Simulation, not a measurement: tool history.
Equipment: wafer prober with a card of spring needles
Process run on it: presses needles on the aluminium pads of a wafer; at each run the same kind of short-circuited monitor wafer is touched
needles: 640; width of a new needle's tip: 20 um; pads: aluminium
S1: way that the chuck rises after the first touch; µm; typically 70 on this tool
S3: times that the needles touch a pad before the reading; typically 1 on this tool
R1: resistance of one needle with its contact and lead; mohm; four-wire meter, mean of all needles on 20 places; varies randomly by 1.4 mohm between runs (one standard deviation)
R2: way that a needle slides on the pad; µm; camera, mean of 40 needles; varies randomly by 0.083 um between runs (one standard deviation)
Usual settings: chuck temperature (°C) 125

{"run": 1, "hour": 0.0, "S1": 70, "chuck temperature (°C)": 125, "S3": 1, "R1": 315, "R2": 14.75}
{"hour": 3.3, "done": "tips cleaned on abrasive film"}
{"hour": 7.7, "done": "tips cleaned on abrasive film"}
{"hour": 12.0, "done": "tips cleaned on abrasive film"}
{"hour": 16.4, "done": "tips cleaned on abrasive film"}
{"run": 2, "hour": 18.4, "S1": 70, "chuck temperature (°C)": 125, "S3": 1, "R1": 316, "R2": 14.63}
{"hour": 21.7, "done": "tips cleaned on abrasive film"}
{"hour": 26.1, "done": "tips cleaned on abrasive film"}
{"hour": 30.5, "done": "tips cleaned on abrasive film"}
{"run": 3, "hour": 33.9, "S1": 68, "chuck temperature (°C)": 125, "S3": 1, "R1": 323, "R2": 14.15}
{"hour": 35.1, "done": "tips cleaned on abrasive film"}
{"hour": 39.5, "done": "tips cleaned on abrasive film"}
{"hour": 44.9, "done": "tips cleaned on abrasive film"}
{"hour": 49.3, "done": "tips cleaned on abrasive film"}
{"hour": 53.6, "done": "tips cleaned on abrasive film"}
{"run": 4, "hour": 56.5, "S1": 70, "chuck temperature (°C)": 42, "S3": 1, "R1": 299, "R2": 14.46}
{"hour": 58.8, "done": "tips cleaned on abrasive film"}
{"hour": 63.1, "done": "tips cleaned on abrasive film"}
{"hour": 68.6, "done": "tips cleaned on abrasive film"}
{"hour": 74.0, "done": "tips cleaned on abrasive film"}
{"hour": 78.4, "done": "tips cleaned on abrasive film"}
{"run": 5, "hour": 82.5, "S1": 70, "chuck temperature (°C)": 42, "S3": 1, "R1": 301, "R2": 14.27}
{"hour": 83.7, "done": "tips cleaned on abrasive film"}
{"hour": 88.1, "done": "tips cleaned on abrasive film"}
{"hour": 93.5, "done": "tips cleaned on abrasive film"}
{"hour": 98.9, "done": "tips cleaned on abrasive film"}
{"hour": 104.4, "done": "tips cleaned on abrasive film"}
{"hour": 108.7, "done": "tips cleaned on abrasive film"}
{"run": 6, "hour": 111.2, "S1": 58, "chuck temperature (°C)": 42, "S3": 1, "R1": 303, "R2": 11.46}
{"hour": 113.4, "done": "tips cleaned on abrasive film"}
{"hour": 125.4, "done": "card fitted with new needles"}
{"hour": 129.8, "done": "tips cleaned on abrasive film"}
{"hour": 134.1, "done": "tips cleaned on abrasive film"}
{"hour": 139.6, "done": "tips cleaned on abrasive film"}
{"run": 7, "hour": 140.0, "S1": 58, "chuck temperature (°C)": 42, "S3": 1, "R1": 284, "R2": 12.87}
{"hour": 144.4, "done": "tips cleaned on abrasive film"}
{"hour": 148.8, "done": "tips cleaned on abrasive film"}
{"hour": 154.2, "done": "tips cleaned on abrasive film"}
{"run": 8, "hour": 154.6, "S1": 58, "chuck temperature (°C)": 42, "S3": 1, "R1": 284, "R2": 12.79}
{"hour": 158.9, "done": "tips cleaned on abrasive film"}
{"hour": 164.4, "done": "tips cleaned on abrasive film"}
{"hour": 169.8, "done": "tips cleaned on abrasive film"}
{"hour": 175.3, "done": "tips cleaned on abrasive film"}
{"run": 9, "hour": 179.1, "S1": 78, "chuck temperature (°C)": 125, "S3": 1, "R1": 307, "R2": 17.05}
{"hour": 180.2, "done": "tips cleaned on abrasive film"}
{"hour": 184.6, "done": "tips cleaned on abrasive film"}
{"hour": 190.0, "done": "tips cleaned on abrasive film"}
{"hour": 194.6, "done": "tips cleaned on abrasive film"}
{"run": 10, "hour": 194.6, "S1": 78, "chuck temperature (°C)": 125, "S3": 1, "R1": 303, "R2": 17.0}
{"hour": 200.1, "done": "tips cleaned on abrasive film"}
{"hour": 205.5, "done": "tips cleaned on abrasive film"}
{"hour": 209.9, "done": "tips cleaned on abrasive film"}
{"hour": 215.3, "done": "tips cleaned on abrasive film"}
{"run": 11, "hour": 217.5, "S1": 78, "chuck temperature (°C)": 125, "S3": 1, "R1": 304, "R2": 16.94}
{"hour": 219.8, "done": "tips cleaned on abrasive film"}
{"hour": 224.1, "done": "tips cleaned on abrasive film"}
{"hour": 229.6, "done": "tips cleaned on abrasive film"}
{"hour": 235.0, "done": "tips cleaned on abrasive film"}
{"hour": 240.4, "done": "tips cleaned on abrasive film"}
{"hour": 245.9, "done": "tips cleaned on abrasive film"}
{"run": 12, "hour": 246.5, "S1": 78, "chuck temperature (°C)": 125, "S3": 1, "R1": 303, "R2": 16.9}
{"hour": 250.9, "done": "tips cleaned on abrasive film"}
{"hour": 255.2, "done": "tips cleaned on abrasive film"}
{"hour": 260.7, "done": "tips cleaned on abrasive film"}
{"hour": 265.0, "done": "tips cleaned on abrasive film"}
{"run": 13, "hour": 265.9, "S1": 53, "chuck temperature (°C)": 35, "S3": 1, "R1": 287, "R2": 11.13}
{"hour": 270.3, "done": "tips cleaned on abrasive film"}
{"hour": 274.6, "done": "tips cleaned on abrasive film"}
{"hour": 280.1, "done": "tips cleaned on abrasive film"}
{"run": 14, "hour": 280.1, "S1": 85, "chuck temperature (°C)": 45, "S3": 1, "R1": 279, "R2": 18.18}
{"hour": 285.5, "done": "tips cleaned on abrasive film"}
{"hour": 290.9, "done": "tips cleaned on abrasive film"}
{"run": 15, "hour": 295.1, "S1": 58, "chuck temperature (°C)": 41, "S3": 1, "R1": 301, "R2": 12.19}
{"hour": 296.3, "done": "tips cleaned on abrasive film"}
{"hour": 301.7, "done": "tips cleaned on abrasive film"}
{"hour": 307.2, "done": "tips cleaned on abrasive film"}
{"hour": 311.5, "done": "tips cleaned on abrasive film"}
{"hour": 315.9, "done": "tips cleaned on abrasive film"}
{"hour": 321.3, "done": "tips cleaned on abrasive film"}
{"run": 16, "hour": 323.2, "S1": 66, "chuck temperature (°C)": 50, "S3": 2, "R1": 287, "R2": 13.78}
{"hour": 326.5, "done": "tips cleaned on abrasive film"}
{"hour": 331.9, "done": "tips cleaned on abrasive film"}
{"hour": 337.0, "done": "tips cleaned on abrasive film"}
{"run": 17, "hour": 337.0, "S1": 80, "chuck temperature (°C)": 50, "S3": 1, "R1": 280, "R2": 16.79}
{"hour": 341.4, "done": "tips cleaned on abrasive film"}
{"hour": 346.8, "done": "tips cleaned on abrasive film"}
{"hour": 352.3, "done": "tips cleaned on abrasive film"}
{"hour": 356.6, "done": "tips cleaned on abrasive film"}
{"run": 18, "hour": 358.9, "S1": 75, "chuck temperature (°C)": 50, "S3": 2, "R1": 286, "R2": 15.65}
{"hour": 361.1, "done": "tips cleaned on abrasive film"}
{"hour": 365.5, "done": "tips cleaned on abrasive film"}
{"hour": 369.8, "done": "tips cleaned on abrasive film"}
{"hour": 375.3, "done": "tips cleaned on abrasive film"}
{"hour": 380.7, "done": "tips cleaned on abrasive film"}
{"hour": 386.1, "done": "tips cleaned on abrasive film"}
{"run": 19, "hour": 389.7, "S1": 75, "chuck temperature (°C)": 120, "S3": 3, "R1": 306, "R2": 15.5}
{"hour": 390.9, "done": "tips cleaned on abrasive film"}
{"hour": 396.3, "done": "tips cleaned on abrasive film"}
{"hour": 401.8, "done": "tips cleaned on abrasive film"}
{"hour": 407.2, "done": "tips cleaned on abrasive film"}
{"hour": 411.6, "done": "tips cleaned on abrasive film"}
{"hour": 415.9, "done": "tips cleaned on abrasive film"}
{"run": 20, "hour": 418.8, "S1": 88, "chuck temperature (°C)": 37, "S3": 2, "R1": 279, "R2": 18.22}
{"hour": 421.0, "done": "tips cleaned on abrasive film"}
{"hour": 425.4, "done": "tips cleaned on abrasive film"}
{"hour": 429.7, "done": "tips cleaned on abrasive film"}
{"hour": 435.2, "done": "tips cleaned on abrasive film"}
{"hour": 440.6, "done": "tips cleaned on abrasive film"}
{"hour": 446.1, "done": "tips cleaned on abrasive film"}
{"run": 21, "hour": 448.1, "S1": 88, "chuck temperature (°C)": 37, "S3": 2, "R1": 278, "R2": 18.03}
{"hour": 451.4, "done": "tips cleaned on abrasive film"}
{"hour": 455.8, "done": "tips cleaned on abrasive film"}
{"hour": 460.2, "done": "tips cleaned on abrasive film"}
{"hour": 465.6, "done": "tips cleaned on abrasive film"}
{"hour": 470.0, "done": "tips cleaned on abrasive film"}
{"hour": 474.4, "done": "tips cleaned on abrasive film"}
{"run": 22, "hour": 476.8, "S1": 79, "chuck temperature (°C)": 37, "S3": 2, "R1": 282, "R2": 15.99}
{"hour": 479.1, "done": "tips cleaned on abrasive film"}
{"hour": 483.5, "done": "tips cleaned on abrasive film"}
{"hour": 487.8, "done": "tips cleaned on abrasive film"}
{"hour": 493.3, "done": "tips cleaned on abrasive film"}
{"hour": 497.6, "done": "tips cleaned on abrasive film"}
{"hour": 502.0, "done": "tips cleaned on abrasive film"}
{"hour": 507.2, "done": "tips cleaned on abrasive film"}
{"hour": 507.5, "done": "height of the first contact set anew"}
{"run": 23, "hour": 507.5, "S1": 78, "chuck temperature (°C)": 120, "S3": 1, "R1": 302, "R2": 17.16}
{"hour": 513.0, "done": "tips cleaned on abrasive film"}
{"hour": 517.3, "done": "tips cleaned on abrasive film"}
{"hour": 522.8, "done": "tips cleaned on abrasive film"}
{"hour": 527.1, "done": "tips cleaned on abrasive film"}
{"hour": 531.5, "done": "tips cleaned on abrasive film"}
{"hour": 536.1, "done": "tips cleaned on abrasive film"}
{"run": 24, "hour": 536.1, "S1": 78, "chuck temperature (°C)": 80, "S3": 2, "R1": 289, "R2": 17.04}

Alternative continuations, all from the tool just after run 24; predict every row:
{"hour": 540.5, "done": "tips cleaned on abrasive film"}
{"hour": 544.8, "done": "tips cleaned on abrasive film"}
{"hour": 550.3, "done": "tips cleaned on abrasive film"}
{"hour": 554.6, "done": "tips cleaned on abrasive film"}
{"hour": 560.1, "done": "tips cleaned on abrasive film"}
{"hour": 564.4, "done": "tips cleaned on abrasive film"}
{"run": "A", "hour": 566.3, "S1": 70, "chuck temperature (°C)": 125, "S3": 2, "R1": "?", "R2": "?"}
{"hour": 540.5, "done": "tips cleaned on abrasive film"}
{"hour": 544.8, "done": "tips cleaned on abrasive film"}
{"hour": 550.3, "done": "tips cleaned on abrasive film"}
{"hour": 554.6, "done": "tips cleaned on abrasive film"}
{"hour": 560.1, "done": "tips cleaned on abrasive film"}
{"hour": 564.4, "done": "tips cleaned on abrasive film"}
{"run": "B", "hour": 566.3, "S1": 61, "chuck temperature (°C)": 55, "S3": 1, "R1": "?", "R2": "?"}
{"hour": 540.5, "done": "tips cleaned on abrasive film"}
{"hour": 544.8, "done": "tips cleaned on abrasive film"}
{"hour": 550.3, "done": "tips cleaned on abrasive film"}
{"hour": 554.6, "done": "tips cleaned on abrasive film"}
{"hour": 560.1, "done": "tips cleaned on abrasive film"}
{"hour": 564.4, "done": "tips cleaned on abrasive film"}
{"run": "C", "hour": 566.3, "S1": 77, "chuck temperature (°C)": 82, "S3": 2, "R1": "?", "R2": "?"}

run=A R1=306 R2=15.20
run=B R1=292 R2=13.40
run=C R1=293 R2=16.76
Had the tool no hidden state, the same runs would have come out as:
run=A R1=301 R2=15.44
run=B R1=282 R2=13.64
run=C R1=289 R2=17.00
